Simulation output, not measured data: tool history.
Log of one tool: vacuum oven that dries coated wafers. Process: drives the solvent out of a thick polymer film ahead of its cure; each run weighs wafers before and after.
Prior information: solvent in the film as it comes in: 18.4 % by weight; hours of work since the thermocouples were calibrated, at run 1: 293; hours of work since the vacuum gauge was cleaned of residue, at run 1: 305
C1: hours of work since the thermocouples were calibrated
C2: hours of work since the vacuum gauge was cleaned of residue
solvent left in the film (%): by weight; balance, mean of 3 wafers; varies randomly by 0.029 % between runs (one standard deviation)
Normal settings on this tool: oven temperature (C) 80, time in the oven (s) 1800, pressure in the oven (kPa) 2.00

run 1 hour=0.0 | oven_temperature_(C)=80 time_in_the_oven_(s)=1800 pressure_in_the_oven_(kPa)=2.00 | C1=293 C2=305 | solvent_left_in_the_film_(%)=1.23
run 2 hour=8.9 | oven_temperature_(C)=80 time_in_the_oven_(s)=1800 pressure_in_the_oven_(kPa)=2.00 | C1=298 C2=311 | solvent_left_in_the_film_(%)=1.30
run 3 hour=18.2 | oven_temperature_(C)=80 time_in_the_oven_(s)=1800 pressure_in_the_oven_(kPa)=2.00 | C1=304 C2=317 | solvent_left_in_the_film_(%)=1.33
run 4 hour=25.2 | oven_temperature_(C)=80 time_in_the_oven_(s)=1800 pressure_in_the_oven_(kPa)=2.00 | C1=309 C2=321 | solvent_left_in_the_film_(%)=1.17
run 5 hour=35.9 | oven_temperature_(C)=80 time_in_the_oven_(s)=1800 pressure_in_the_oven_(kPa)=2.00 | C1=315 C2=328 | solvent_left_in_the_film_(%)=1.25
run 6 hour=42.9 | oven_temperature_(C)=80 time_in_the_oven_(s)=1800 pressure_in_the_oven_(kPa)=2.00 | C1=320 C2=332 | solvent_left_in_the_film_(%)=1.26
run 7 hour=50.8 | oven_temperature_(C)=80 time_in_the_oven_(s)=1800 pressure_in_the_oven_(kPa)=2.00 | C1=325 C2=337 | solvent_left_in_the_film_(%)=1.27
run 8 hour=59.2 | oven_temperature_(C)=80 time_in_the_oven_(s)=1800 pressure_in_the_oven_(kPa)=2.00 | C1=330 C2=343 | solvent_left_in_the_film_(%)=1.29
run 9 hour=68.0 | oven_temperature_(C)=80 time_in_the_oven_(s)=1800 pressure_in_the_oven_(kPa)=2.00 | C1=336 C2=348 | solvent_left_in_the_film_(%)=1.28
run 10 hour=77.2 | oven_temperature_(C)=80 time_in_the_oven_(s)=1800 pressure_in_the_oven_(kPa)=2.00 | C1=342 C2=354 | solvent_left_in_the_film_(%)=1.24
run 11 hour=85.0 | oven_temperature_(C)=80 time_in_the_oven_(s)=1800 pressure_in_the_oven_(kPa)=2.00 | C1=347 C2=359 | solvent_left_in_the_film_(%)=1.21
run 12 hour=90.1 | oven_temperature_(C)=73 time_in_the_oven_(s)=1680 pressure_in_the_oven_(kPa)=1.25 | C1=350 C2=362 | solvent_left_in_the_film_(%)=2.64
run 13 hour=101.5 | oven_temperature_(C)=72 time_in_the_oven_(s)=1740 pressure_in_the_oven_(kPa)=3.21 | C1=357 C2=369 | solvent_left_in_the_film_(%)=3.53
run 14 hour=113.1 | oven_temperature_(C)=68 time_in_the_oven_(s)=2220 pressure_in_the_oven_(kPa)=2.16 | C1=364 C2=377 | solvent_left_in_the_film_(%)=3.41
run 15 hour=121.6 | oven_temperature_(C)=88 time_in_the_oven_(s)=1800 pressure_in_the_oven_(kPa)=1.00 | C1=370 C2=382 | solvent_left_in_the_film_(%)=0.33
run 16 hour=127.6 | oven_temperature_(C)=66 time_in_the_oven_(s)=1080 pressure_in_the_oven_(kPa)=2.70 | C1=373 C2=386 | solvent_left_in_the_film_(%)=7.71
run 17 hour=134.1 | oven_temperature_(C)=85 time_in_the_oven_(s)=1800 pressure_in_the_oven_(kPa)=2.00 | C1=378 C2=390 | solvent_left_in_the_film_(%)=0.78
run 18 hour=144.5 | oven_temperature_(C)=85 time_in_the_oven_(s)=1800 pressure_in_the_oven_(kPa)=2.00 | C1=384 C2=397 | solvent_left_in_the_film_(%)=0.74
run 19 hour=151.5 | oven_temperature_(C)=88 time_in_the_oven_(s)=1920 pressure_in_the_oven_(kPa)=2.00 | C1=389 C2=401 | solvent_left_in_the_film_(%)=0.50
run 20 hour=157.4 | oven_temperature_(C)=78 time_in_the_oven_(s)=1140 pressure_in_the_oven_(kPa)=3.98 | C1=392 C2=405 | solvent_left_in_the_film_(%)=3.72
run 21 hour=166.1 | oven_temperature_(C)=84 time_in_the_oven_(s)=1140 pressure_in_the_oven_(kPa)=3.98 | C1=398 C2=410 | solvent_left_in_the_film_(%)=2.16
run 22 hour=175.6 | oven_temperature_(C)=86 time_in_the_oven_(s)=1800 pressure_in_the_oven_(kPa)=7.20 | C1=404 C2=416 | solvent_left_in_the_film_(%)=1.90

Here are 3 independent what-if runs from the current tool condition. What would each one return?
run A hour=180.7 | oven_temperature_(C)=80 time_in_the_oven_(s)=1800 pressure_in_the_oven_(kPa)=6.77 | C1=407 C2=420 | solvent_left_in_the_film_(%)=?
run B hour=180.7 | oven_temperature_(C)=72 time_in_the_oven_(s)=2400 pressure_in_the_oven_(kPa)=2.67 | C1=407 C2=420 | solvent_left_in_the_film_(%)=?
run C hour=180.7 | oven_temperature_(C)=91 time_in_the_oven_(s)=1800 pressure_in_the_oven_(kPa)=3.95 | C1=407 C2=420 | solvent_left_in_the_film_(%)=?

run=A solvent_left_in_the_film_(%)=2.59
run=B solvent_left_in_the_film_(%)=2.27
run=C solvent_left_in_the_film_(%)=0.81
Had the tool no hidden state, the same runs would have come out as:
run=A solvent_left_in_the_film_(%)=2.59
run=B solvent_left_in_the_film_(%)=2.28
run=C solvent_left_in_the_film_(%)=0.82

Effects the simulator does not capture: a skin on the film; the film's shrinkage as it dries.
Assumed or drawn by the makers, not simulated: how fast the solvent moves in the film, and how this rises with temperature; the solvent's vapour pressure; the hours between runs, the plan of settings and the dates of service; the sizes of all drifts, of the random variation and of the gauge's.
